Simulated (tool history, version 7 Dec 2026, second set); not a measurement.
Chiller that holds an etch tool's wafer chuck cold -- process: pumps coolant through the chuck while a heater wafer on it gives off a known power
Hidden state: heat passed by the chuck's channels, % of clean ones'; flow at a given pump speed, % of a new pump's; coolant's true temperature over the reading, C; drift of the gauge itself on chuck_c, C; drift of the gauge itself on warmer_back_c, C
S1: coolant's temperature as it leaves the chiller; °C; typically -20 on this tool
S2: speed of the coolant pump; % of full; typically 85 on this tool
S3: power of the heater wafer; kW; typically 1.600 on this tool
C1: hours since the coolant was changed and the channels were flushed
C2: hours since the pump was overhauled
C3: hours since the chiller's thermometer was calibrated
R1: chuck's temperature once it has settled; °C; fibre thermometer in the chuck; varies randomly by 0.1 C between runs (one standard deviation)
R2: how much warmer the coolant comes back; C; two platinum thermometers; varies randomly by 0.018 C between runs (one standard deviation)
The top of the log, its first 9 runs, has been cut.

{"run": 10, "hour": 506.1, "S1": -20, "S2": 85, "S3": 1.6, "C1": 2778, "C2": 2648, "C3": 874, "R1": -9.5, "R2": 4.06}
{"run": 11, "hour": 580.1, "S1": -20, "S2": 85, "S3": 1.6, "C1": 2852, "C2": 2722, "C3": 948, "R1": -9.6, "R2": 4.07}
{"hour": 586.7, "done": "chiller's thermometer calibrated"}
{"run": 12, "hour": 651.5, "S1": -20, "S2": 85, "S3": 1.184, "C1": 2922, "C2": 2792, "C3": 65, "R1": -12.4, "R2": 3.04}
{"run": 13, "hour": 723.5, "S1": -28, "S2": 85, "S3": 1.184, "C1": 2994, "C2": 2864, "C3": 137, "R1": -20.2, "R2": 3.04}
{"run": 14, "hour": 788.8, "S1": -20, "S2": 85, "S3": 1.6, "C1": 3060, "C2": 2930, "C3": 202, "R1": -9.8, "R2": 4.09}
{"run": 15, "hour": 859.9, "S1": -20, "S2": 85, "S3": 0.937, "C1": 3131, "C2": 3001, "C3": 273, "R1": -14.2, "R2": 2.42}
{"run": 16, "hour": 915.7, "S1": -20, "S2": 65, "S3": 1.6, "C1": 3187, "C2": 3057, "C3": 329, "R1": -6.8, "R2": 5.5}
{"hour": 935.5, "done": "chiller's thermometer calibrated, once more"}
{"run": 17, "hour": 978.2, "S1": -11, "S2": 62, "S3": 2.27, "C1": 3248, "C2": 3118, "C3": 43, "R1": 9.1, "R2": 8.25}
{"run": 18, "hour": 1035.6, "S1": -20, "S2": 85, "S3": 1.228, "C1": 3306, "C2": 3176, "C3": 100, "R1": -12.1, "R2": 3.15}
{"run": 19, "hour": 1097.1, "S1": -10, "S2": 86, "S3": 1.422, "C1": 3367, "C2": 3237, "C3": 162, "R1": -0.8, "R2": 3.59}
{"run": 20, "hour": 1136.8, "S1": -23, "S2": 85, "S3": 1.258, "C1": 3407, "C2": 3277, "C3": 201, "R1": -14.9, "R2": 3.23}
{"run": 21, "hour": 1186.3, "S1": -19, "S2": 85, "S3": 1.596, "C1": 3456, "C2": 3326, "C3": 251, "R1": -8.3, "R2": 4.09}
{"run": 22, "hour": 1251.0, "S1": -19, "S2": 85, "S3": 1.596, "C1": 3521, "C2": 3391, "C3": 315, "R1": -8.2, "R2": 4.11}
{"run": 23, "hour": 1311.7, "S1": -28, "S2": 77, "S3": 1.424, "C1": 3582, "C2": 3452, "C3": 376, "R1": -17.7, "R2": 4.09}
{"run": 24, "hour": 1349.4, "S1": -28, "S2": 77, "S3": 1.424, "C1": 3619, "C2": 3489, "C3": 414, "R1": -17.7, "R2": 4.08}
{"run": 25, "hour": 1414.7, "S1": -25, "S2": 62, "S3": 1.416, "C1": 3685, "C2": 3555, "C3": 479, "R1": -12.5, "R2": 5.15}
{"run": 26, "hour": 1478.7, "S1": -25, "S2": 62, "S3": 1.416, "C1": 3749, "C2": 3619, "C3": 543, "R1": -12.4, "R2": 5.18}
{"run": 27, "hour": 1521.4, "S1": -11, "S2": 61, "S3": 1.6, "C1": 3791, "C2": 3661, "C3": 586, "R1": 3.3, "R2": 5.9}
{"run": 28, "hour": 1564.4, "S1": -23, "S2": 85, "S3": 2.228, "C1": 3834, "C2": 3704, "C3": 629, "R1": -8.0, "R2": 5.74}
{"run": 29, "hour": 1628.4, "S1": -23, "S2": 85, "S3": 2.228, "C1": 3898, "C2": 3768, "C3": 693, "R1": -8.2, "R2": 5.7}
{"run": 30, "hour": 1682.5, "S1": -20, "S2": 79, "S3": 1.148, "C1": 3952, "C2": 3822, "C3": 747, "R1": -11.7, "R2": 3.19}
{"run": 31, "hour": 1756.8, "S1": -17, "S2": 80, "S3": 2.279, "C1": 4027, "C2": 3897, "C3": 821, "R1": -0.8, "R2": 6.28}
{"run": 32, "hour": 1801.9, "S1": -21, "S2": 80, "S3": 1.692, "C1": 4072, "C2": 3942, "C3": 866, "R1": -9.0, "R2": 4.66}

Predict each of these 3 candidate next runs independently; none follows another, all start after run 32:
{"run": "A", "hour": 1856.4, "S1": -20, "S2": 70, "S3": 1.6, "C1": 4126, "C2": 3996, "C3": 921, "R1": "?", "R2": "?"}
{"run": "B", "hour": 1856.4, "S1": -12, "S2": 80, "S3": 0.827, "C1": 4126, "C2": 3996, "C3": 921, "R1": "?", "R2": "?"}
{"run": "C", "hour": 1856.4, "S1": -20, "S2": 100, "S3": 1.6, "C1": 4126, "C2": 3996, "C3": 921, "R1": "?", "R2": "?"}

run=A R1=-7.1 R2=5.11
run=B R1=-6.0 R2=2.28
run=C R1=-10.6 R2=3.46
With no hidden state in the tool, these same runs would have given:
run=A R1=-8.3 R2=4.98
run=B R1=-6.6 R2=2.22
run=C R1=-11.5 R2=3.37
